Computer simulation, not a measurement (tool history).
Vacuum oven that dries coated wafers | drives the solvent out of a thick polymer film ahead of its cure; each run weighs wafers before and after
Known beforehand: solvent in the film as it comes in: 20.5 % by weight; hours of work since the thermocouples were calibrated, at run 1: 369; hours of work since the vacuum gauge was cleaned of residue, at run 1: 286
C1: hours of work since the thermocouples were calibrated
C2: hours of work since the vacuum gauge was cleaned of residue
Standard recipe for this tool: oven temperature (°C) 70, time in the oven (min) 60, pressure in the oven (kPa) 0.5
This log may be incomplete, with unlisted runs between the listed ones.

run 1 day=0 | oven_temperature_(°C)=70 time_in_the_oven_(min)=60 pressure_in_the_oven_(kPa)=0.5 | C1=369 C2=286 | solvent_left_in_the_film_(%)=2.38
run 2 day=0.446 | oven_temperature_(°C)=70 time_in_the_oven_(min)=60 pressure_in_the_oven_(kPa)=0.5 | C1=375 C2=293 | solvent_left_in_the_film_(%)=2.41
run 3 day=1.088 | oven_temperature_(°C)=70 time_in_the_oven_(min)=60 pressure_in_the_oven_(kPa)=0.5 | C1=385 C2=302 | solvent_left_in_the_film_(%)=2.4
run 4 day=1.679 | oven_temperature_(°C)=70 time_in_the_oven_(min)=60 pressure_in_the_oven_(kPa)=1.651 | C1=393 C2=311 | solvent_left_in_the_film_(%)=2.8
run 5 day=2.125 | oven_temperature_(°C)=70 time_in_the_oven_(min)=60 pressure_in_the_oven_(kPa)=1.651 | C1=400 C2=317 | solvent_left_in_the_film_(%)=2.8
run 6 day=2.796 | oven_temperature_(°C)=70 time_in_the_oven_(min)=60 pressure_in_the_oven_(kPa)=1.651 | C1=410 C2=327 | solvent_left_in_the_film_(%)=2.89
run 7 day=3.121 | oven_temperature_(°C)=70 time_in_the_oven_(min)=60 pressure_in_the_oven_(kPa)=1.651 | C1=414 C2=332 | solvent_left_in_the_film_(%)=2.85
run 8 day=3.717 | oven_temperature_(°C)=60 time_in_the_oven_(min)=60 pressure_in_the_oven_(kPa)=0.402 | C1=423 C2=340 | solvent_left_in_the_film_(%)=6.62
run 9 day=4.221 | oven_temperature_(°C)=60 time_in_the_oven_(min)=60 pressure_in_the_oven_(kPa)=0.402 | C1=430 C2=348 | solvent_left_in_the_film_(%)=6.54
run 10 day=4.7 | oven_temperature_(°C)=60 time_in_the_oven_(min)=51 pressure_in_the_oven_(kPa)=0.402 | C1=437 C2=354 | solvent_left_in_the_film_(%)=7.54
run 11 day=5.267 | oven_temperature_(°C)=70 time_in_the_oven_(min)=33 pressure_in_the_oven_(kPa)=0.365 | C1=445 C2=363 | solvent_left_in_the_film_(%)=5.69

5 ways to go on from here, each from the tool as it stands after run 11. What would each give?
run A day=5.875 | oven_temperature_(°C)=70 time_in_the_oven_(min)=46 pressure_in_the_oven_(kPa)=0.5 | C1=454 C2=371 | solvent_left_in_the_film_(%)=?
run B day=5.875 | oven_temperature_(°C)=70 time_in_the_oven_(min)=35 pressure_in_the_oven_(kPa)=0.365 | C1=454 C2=371 | solvent_left_in_the_film_(%)=?
run C day=5.875 | oven_temperature_(°C)=78 time_in_the_oven_(min)=37 pressure_in_the_oven_(kPa)=1.176 | C1=454 C2=371 | solvent_left_in_the_film_(%)=?
run D day=5.875 | oven_temperature_(°C)=67 time_in_the_oven_(min)=97 pressure_in_the_oven_(kPa)=1.471 | C1=454 C2=371 | solvent_left_in_the_film_(%)=?
run E day=5.875 | oven_temperature_(°C)=66 time_in_the_oven_(min)=37 pressure_in_the_oven_(kPa)=1.908 | C1=454 C2=371 | solvent_left_in_the_film_(%)=?

run=A solvent_left_in_the_film_(%)=3.72
run=B solvent_left_in_the_film_(%)=5.29
run=C solvent_left_in_the_film_(%)=2.29
run=D solvent_left_in_the_film_(%)=1.95
run=E solvent_left_in_the_film_(%)=7.26
Stripped of hidden state, with their random variation kept, the same runs would have yielded:
run=A solvent_left_in_the_film_(%)=3.41
run=B solvent_left_in_the_film_(%)=4.95
run=C solvent_left_in_the_film_(%)=2.06
run=D solvent_left_in_the_film_(%)=1.73
run=E solvent_left_in_the_film_(%)=6.91
